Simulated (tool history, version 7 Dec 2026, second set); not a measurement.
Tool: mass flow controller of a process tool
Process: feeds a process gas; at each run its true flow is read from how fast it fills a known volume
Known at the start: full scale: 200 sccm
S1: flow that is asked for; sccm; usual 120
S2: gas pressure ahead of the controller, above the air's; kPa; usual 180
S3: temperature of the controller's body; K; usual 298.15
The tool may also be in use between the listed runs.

run 1 hour=0 | S1=120 S2=180 S3=298.15 | true_flow_(%)=98.73
run 2 hour=369.8 | S1=120 S2=172 S3=298.15 | true_flow_(%)=98.86
run 3 hour=804.9 | S1=120 S2=150 S3=298.15 | true_flow_(%)=98.76
run 4 hour=1248.5 | S1=120 S2=150 S3=298.15 | true_flow_(%)=98.73
run 5 hour=1569.3 | S1=120 S2=180 S3=298.15 | true_flow_(%)=98.76
run 6 hour=1847.5 | S1=120 S2=180 S3=298.15 | true_flow_(%)=98.84
run 7 hour=2199 | S1=120 S2=180 S3=298.15 | true_flow_(%)=98.73
run 8 hour=2491 | S1=120 S2=180 S3=298.15 | true_flow_(%)=98.74
run 9 hour=2721.5 | S1=120 S2=180 S3=298.15 | true_flow_(%)=98.67
run 10 hour=3214.4 | S1=120 S2=180 S3=298.15 | true_flow_(%)=98.67
run 11 hour=3501.3 | S1=120 S2=180 S3=298.15 | true_flow_(%)=98.82
run 12 hour=3993.4 | S1=120 S2=180 S3=298.15 | true_flow_(%)=98.74
run 13 hour=4404.9 | S1=120 S2=180 S3=298.15 | true_flow_(%)=98.91
run 14 hour=4747.8 | S1=120 S2=180 S3=298.15 | true_flow_(%)=98.92
run 15 hour=5301.1 | S1=120 S2=180 S3=307.15 | true_flow_(%)=99.12
run 16 hour=5577.8 | S1=120 S2=180 S3=307.15 | true_flow_(%)=99.12
run 17 hour=5901.1 | S1=120 S2=180 S3=298.15 | true_flow_(%)=98.84
run 18 hour=6213.1 | S1=120 S2=180 S3=296.15 | true_flow_(%)=98.81
run 19 hour=6577.8 | S1=120 S2=180 S3=296.15 | true_flow_(%)=98.7
run 20 hour=6949.7 | S1=120 S2=180 S3=296.15 | true_flow_(%)=98.85
run 21 hour=7364 | S1=120 S2=180 S3=296.15 | true_flow_(%)=98.83
run 22 hour=7749.6 | S1=120 S2=180 S3=300.15 | true_flow_(%)=98.87
run 23 hour=8258.6 | S1=120 S2=180 S3=298.15 | true_flow_(%)=98.83
run 24 hour=8612.3 | S1=120 S2=180 S3=313.15 | true_flow_(%)=99.12
run 25 hour=9038.8 | S1=145 S2=180 S3=306.15 | true_flow_(%)=99.48
run 26 hour=9381.2 | S1=145 S2=180 S3=306.15 | true_flow_(%)=99.41
run 27 hour=9801 | S1=70 S2=150 S3=306.15 | true_flow_(%)=98.29
run 28 hour=10203.7 | S1=22 S2=159 S3=298.15 | true_flow_(%)=97.36
run 29 hour=10673.7 | S1=22 S2=159 S3=298.15 | true_flow_(%)=97.36
run 30 hour=11056.2 | S1=22 S2=159 S3=307.15 | true_flow_(%)=97.68
run 31 hour=11562.5 | S1=22 S2=159 S3=307.15 | true_flow_(%)=97.69
run 32 hour=12039.3 | S1=120 S2=151 S3=293.15 | true_flow_(%)=98.49
run 33 hour=12453.4 | S1=37 S2=151 S3=307.15 | true_flow_(%)=97.91
run 34 hour=12975.7 | S1=168 S2=230 S3=301.15 | true_flow_(%)=99.75
run 35 hour=13271.7 | S1=30 S2=269 S3=298.15 | true_flow_(%)=97.76
run 36 hour=13602.7 | S1=30 S2=269 S3=298.15 | true_flow_(%)=97.65
run 37 hour=14097.3 | S1=26 S2=180 S3=293.15 | true_flow_(%)=97.39
run 38 hour=14587.1 | S1=55 S2=202 S3=298.15 | true_flow_(%)=97.83
run 39 hour=14860.4 | S1=55 S2=278 S3=298.15 | true_flow_(%)=97.86
run 40 hour=15320.5 | S1=120 S2=206 S3=302.15 | true_flow_(%)=99.08
run 41 hour=15759 | S1=120 S2=206 S3=302.15 | true_flow_(%)=99.08
run 42 hour=16091.7 | S1=28 S2=206 S3=303.15 | true_flow_(%)=97.74
run 43 hour=16454.8 | S1=29 S2=180 S3=298.15 | true_flow_(%)=97.43
run 44 hour=16881.4 | S1=29 S2=180 S3=298.15 | true_flow_(%)=97.33
run 45 hour=17322.2 | S1=105 S2=223 S3=307.15 | true_flow_(%)=98.94
run 46 hour=17794.6 | S1=105 S2=223 S3=307.15 | true_flow_(%)=98.97
run 47 hour=18203.8 | S1=49 S2=144 S3=297.15 | true_flow_(%)=97.73
run 48 hour=18679.8 | S1=49 S2=167 S3=300.15 | true_flow_(%)=97.82

Taken out of this log: 2 entries between the listed runs. Where each belongs, and how the hidden state differs across it:
Between runs 3 and 4: controller's zero set anew (hour 1087.1)
  flow at rest that the sensor doesn't see, % of full scale: -0.001 -> 0
Between runs 39 and 40: controller's zero set anew (hour 14965.4)
  flow at rest that the sensor doesn't see, % of full scale: -0.001 -> 0

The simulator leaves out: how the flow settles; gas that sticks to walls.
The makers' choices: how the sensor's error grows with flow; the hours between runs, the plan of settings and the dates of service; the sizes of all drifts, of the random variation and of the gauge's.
